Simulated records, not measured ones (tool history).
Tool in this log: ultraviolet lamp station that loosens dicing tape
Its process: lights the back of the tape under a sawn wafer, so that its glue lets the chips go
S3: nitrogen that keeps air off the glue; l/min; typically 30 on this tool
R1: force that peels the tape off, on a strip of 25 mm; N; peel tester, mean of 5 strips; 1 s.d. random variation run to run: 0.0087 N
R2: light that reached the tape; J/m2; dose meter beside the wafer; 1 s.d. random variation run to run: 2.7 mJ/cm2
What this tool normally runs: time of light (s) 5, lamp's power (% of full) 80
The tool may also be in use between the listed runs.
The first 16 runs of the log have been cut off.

Run 17, hour 315.6: usual settings. Result: R1 0.677 N, R2 2720 J/m2.
Run 18, hour 334.7: usual settings. Result: R1 0.683 N, R2 2670 J/m2.
Run 19, hour 350.0: usual settings. Result: R1 0.730 N, R2 2660 J/m2.
Run 20, hour 380.6: usual settings. Result: R1 0.726 N, R2 2610 J/m2.
Run 21, hour 411.0: usual settings. Result: R1 0.755 N, R2 2590 J/m2.
Run 22, hour 434.6: usual settings but S3 14 l/min. Result: R1 1.282 N, R2 2540 J/m2.
Run 23, hour 457.8: usual settings but time of light (s) 3, lamp's power (% of full) 94, S3 46 l/min. Result: R1 1.272 N, R2 1820 J/m2.
Run 24, hour 473.4: usual settings but time of light (s) 3, S3 29 l/min. Result: R1 1.915 N, R2 1500 J/m2.
Run 25, hour 491.7: usual settings but time of light (s) 6, lamp's power (% of full) 64, S3 14 l/min. Result: R1 1.483 N, R2 2360 J/m2.
Run 26, hour 510.2: usual settings but time of light (s) 6, lamp's power (% of full) 61, S3 14 l/min. Result: R1 1.558 N, R2 2240 J/m2.
Run 27, hour 537.6: usual settings but time of light (s) 6, lamp's power (% of full) 61, S3 14 l/min. Result: R1 1.609 N, R2 2210 J/m2.
Run 28, hour 565.1: usual settings but time of light (s) 6, lamp's power (% of full) 61, S3 14 l/min. Result: R1 1.669 N, R2 2150 J/m2.
Run 29, hour 583.3: usual settings but time of light (s) 9, S3 9 l/min. Result: R1 0.612 N, R2 4290 J/m2.
Run 30, hour 597.7: usual settings but lamp's power (% of full) 70, S3 14 l/min. Result: R1 1.821 N, R2 2110 J/m2.
Run 31, hour 619.1: usual settings but lamp's power (% of full) 70, S3 14 l/min. Result: R1 1.847 N, R2 2050 J/m2.
Run 32, hour 631.9: usual settings but time of light (s) 2, S3 10 l/min. Result: R1 4.550 N, R2 920 J/m2.
At hour 645.4: window cleaned of glue's vapour.
Run 33, hour 648.4: usual settings but time of light (s) 2, S3 10 l/min. Result: R1 3.896 N, R2 1130 J/m2.
Run 34, hour 674.8: usual settings but time of light (s) 2, lamp's power (% of full) 96, S3 15 l/min. Result: R1 3.095 N, R2 1280 J/m2.
Run 35, hour 690.4: usual settings but time of light (s) 2, lamp's power (% of full) 96, S3 15 l/min. Result: R1 3.079 N, R2 1310 J/m2.
Run 36, hour 704.2: usual settings but time of light (s) 3, lamp's power (% of full) 63, S3 15 l/min. Result: R1 3.128 N, R2 1240 J/m2.
Run 37, hour 728.0: usual settings but time of light (s) 2, S3 13 l/min. Result: R1 3.689 N, R2 1050 J/m2.

What does the tool deliver on the next run?
Run 38, hour 752.1: usual settings but time of light (s) 2, lamp's power (% of full) 88, S3 12 l/min. Result: R1 ?, R2 ?.

Run 38 yielded R1 3.653 N, R2 1170 J/m2.
With no hidden state in the tool, this same run would have given R1 2.683 N, R2 1610 J/m2.

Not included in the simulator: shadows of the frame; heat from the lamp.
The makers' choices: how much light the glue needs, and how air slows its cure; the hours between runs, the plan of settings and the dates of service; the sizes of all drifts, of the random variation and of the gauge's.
